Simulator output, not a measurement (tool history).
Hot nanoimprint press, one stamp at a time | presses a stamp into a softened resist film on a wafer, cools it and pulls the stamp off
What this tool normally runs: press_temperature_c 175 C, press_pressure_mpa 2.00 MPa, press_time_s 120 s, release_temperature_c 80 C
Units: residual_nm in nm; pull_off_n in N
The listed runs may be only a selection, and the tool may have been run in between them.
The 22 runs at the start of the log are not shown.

run 23 hour=155.8 | press_temperature_c=168 press_pressure_mpa=1.87 press_time_s=168 release_temperature_c=70 | residual_nm=200.0 pull_off_n=163
run 24 hour=160.1 | press_temperature_c=175 press_pressure_mpa=1.54 press_time_s=100 release_temperature_c=80 | residual_nm=198.7 pull_off_n=134
run 25 hour=168.1 | press_temperature_c=181 press_pressure_mpa=1.40 press_time_s=120 release_temperature_c=80 | residual_nm=154.1 pull_off_n=133
run 26 hour=173.6 | press_temperature_c=181 press_pressure_mpa=1.40 press_time_s=120 release_temperature_c=80 | residual_nm=154.8 pull_off_n=132
run 27 hour=181.3 | press_temperature_c=181 press_pressure_mpa=1.36 press_time_s=139 release_temperature_c=80 | residual_nm=147.5 pull_off_n=138
run 28 hour=190.4 | press_temperature_c=181 press_pressure_mpa=1.36 press_time_s=139 release_temperature_c=80 | residual_nm=146.6 pull_off_n=136
run 29 hour=195.8 | press_temperature_c=183 press_pressure_mpa=3.09 press_time_s=110 release_temperature_c=85 | residual_nm=101.4 pull_off_n=122
run 30 hour=199.7 | press_temperature_c=167 press_pressure_mpa=2.00 press_time_s=120 release_temperature_c=80 | residual_nm=227.1 pull_off_n=140

Below are 3 alternative next runs, each starting from the tool's condition after run 30. Predict each:
run A hour=208.4 | press_temperature_c=175 press_pressure_mpa=2.87 press_time_s=73 release_temperature_c=80 | residual_nm=? pull_off_n=?
run B hour=208.4 | press_temperature_c=175 press_pressure_mpa=2.00 press_time_s=126 release_temperature_c=80 | residual_nm=? pull_off_n=?
run C hour=208.4 | press_temperature_c=170 press_pressure_mpa=2.00 press_time_s=120 release_temperature_c=80 | residual_nm=? pull_off_n=?

run=A residual_nm=171.0 pull_off_n=134
run=B residual_nm=164.1 pull_off_n=140
run=C residual_nm=204.7 pull_off_n=142
With the hidden condition removed and each run's random variation left untouched, the same runs would have given:
run=A residual_nm=171.8 pull_off_n=115
run=B residual_nm=165.2 pull_off_n=120
run=C residual_nm=206.1 pull_off_n=122

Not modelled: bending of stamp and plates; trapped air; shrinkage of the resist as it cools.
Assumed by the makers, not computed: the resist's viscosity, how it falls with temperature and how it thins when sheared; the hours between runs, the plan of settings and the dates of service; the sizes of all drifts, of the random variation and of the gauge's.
